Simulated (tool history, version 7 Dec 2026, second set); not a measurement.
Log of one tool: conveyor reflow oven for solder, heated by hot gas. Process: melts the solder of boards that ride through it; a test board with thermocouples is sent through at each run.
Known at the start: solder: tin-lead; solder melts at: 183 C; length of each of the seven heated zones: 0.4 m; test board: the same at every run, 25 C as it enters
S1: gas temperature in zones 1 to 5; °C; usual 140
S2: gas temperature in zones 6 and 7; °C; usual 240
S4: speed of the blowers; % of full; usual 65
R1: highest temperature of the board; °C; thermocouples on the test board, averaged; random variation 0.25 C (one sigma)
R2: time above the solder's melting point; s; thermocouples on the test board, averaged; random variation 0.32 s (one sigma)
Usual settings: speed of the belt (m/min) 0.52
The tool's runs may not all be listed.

Run 1, day 0: usual settings. Result: R1 223.1 °C, R2 75.7 s.
Run 2, day 0.371: usual settings but speed of the belt (m/min) 0.603. Result: R1 218.1 °C, R2 60.7 s.
Run 3, day 0.754: usual settings but speed of the belt (m/min) 0.603. Result: R1 217.9 °C, R2 60.6 s.
Run 4, day 1.088: usual settings. Result: R1 222.6 °C, R2 75.9 s.
Run 5, day 1.417: usual settings. Result: R1 223.7 °C, R2 75.7 s.
Run 6, day 1.983: usual settings. Result: R1 223.2 °C, R2 75.3 s.
Run 7, day 2.425: usual settings. Result: R1 223.6 °C, R2 75.4 s.
Run 8, day 2.721: usual settings. Result: R1 223.1 °C, R2 75.1 s.
Run 9, day 3.325: usual settings but speed of the belt (m/min) 0.521. Result: R1 222.8 °C, R2 75 s.
Run 10, day 3.679: usual settings but speed of the belt (m/min) 0.521. Result: R1 223.2 °C, R2 75.6 s.
Run 11, day 3.958: usual settings but speed of the belt (m/min) 0.521. Result: R1 222.9 °C, R2 75.1 s.
Run 12, day 4.571: usual settings but speed of the belt (m/min) 0.521. Result: R1 223.3 °C, R2 75.2 s.
Run 13, day 4.842: usual settings. Result: R1 223.3 °C, R2 75.6 s.
Run 14, day 5.146: usual settings. Result: R1 223.2 °C, R2 75.7 s.
Run 15, day 5.7: usual settings but speed of the belt (m/min) 0.611, S4 89 % of full. Result: R1 223.1 °C, R2 64.6 s.
Run 16, day 6.283: usual settings but S1 144 °C, speed of the belt (m/min) 0.615. Result: R1 217.5 °C, R2 60.4 s.
Run 17, day 6.85: usual settings but S1 144 °C, speed of the belt (m/min) 0.615. Result: R1 217.3 °C, R2 60.7 s.
Run 18, day 7.171: usual settings but S1 144 °C, S2 232 °C, speed of the belt (m/min) 0.559. Result: R1 214.4 °C, R2 64.4 s.
Run 19, day 7.479: usual settings but S1 144 °C, S2 232 °C, speed of the belt (m/min) 0.559. Result: R1 214.6 °C, R2 64.5 s.
Run 20, day 7.754: usual settings but S1 130 °C, S2 241 °C, speed of the belt (m/min) 0.434, S4 57 % of full. Result: R1 225.8 °C, R2 89.5 s.
Run 21, day 8.346: usual settings but S1 129 °C, S2 246 °C, speed of the belt (m/min) 0.574, S4 63 % of full. Result: R1 221.6 °C, R2 62.5 s.
Run 22, day 8.804: usual settings but S4 63 % of full. Result: R1 222.5 °C, R2 74.7 s.
Run 23, day 9.408: usual settings but S4 63 % of full. Result: R1 222 °C, R2 74.8 s.
Run 24, day 9.917: usual settings but S1 131 °C, speed of the belt (m/min) 0.442, S4 71 % of full. Result: R1 227.5 °C, R2 90 s.
Run 25, day 10.383: usual settings but S1 128 °C, speed of the belt (m/min) 0.53, S4 51 % of full. Result: R1 215 °C, R2 61.2 s.
Run 26, day 10.871: usual settings but S1 128 °C, speed of the belt (m/min) 0.53, S4 51 % of full. Result: R1 215.4 °C, R2 61.5 s.

The same runs without the tool's hidden state, with the same run-to-run variation:
The hidden state here: heat that the gas passes to the board, % of a clean oven's; belt's true speed, % of the reading; true gas temperature in zones 6 and 7 over the reading, C; drift of the gauge itself on peak_c, C; drift of the gauge itself on liquid_s, %.
run     R1    R2
  1  223.3  75.5
  2  218.6  60.8
  3  218.3  60.6
  4  222.9  75.7
  5    224  75.5
  6  223.5  75.2
  7    224  75.2
  8  223.5  74.9
  9  223.2  74.9
 10  223.6  75.5
 11  223.4    75
 12  223.8  75.1
 13  223.8  75.5
 14  223.6  75.6
 15  223.9  64.7
 16  218.2  60.7
 17  218.1    61
 18    215  64.7
 19  215.2  64.7
 20  226.2  89.2
 21  222.5  62.8
 22  223.2  74.6
 23  222.7  74.8
 24  228.1  89.8
 25  215.7  61.5
 26  216.1  61.9
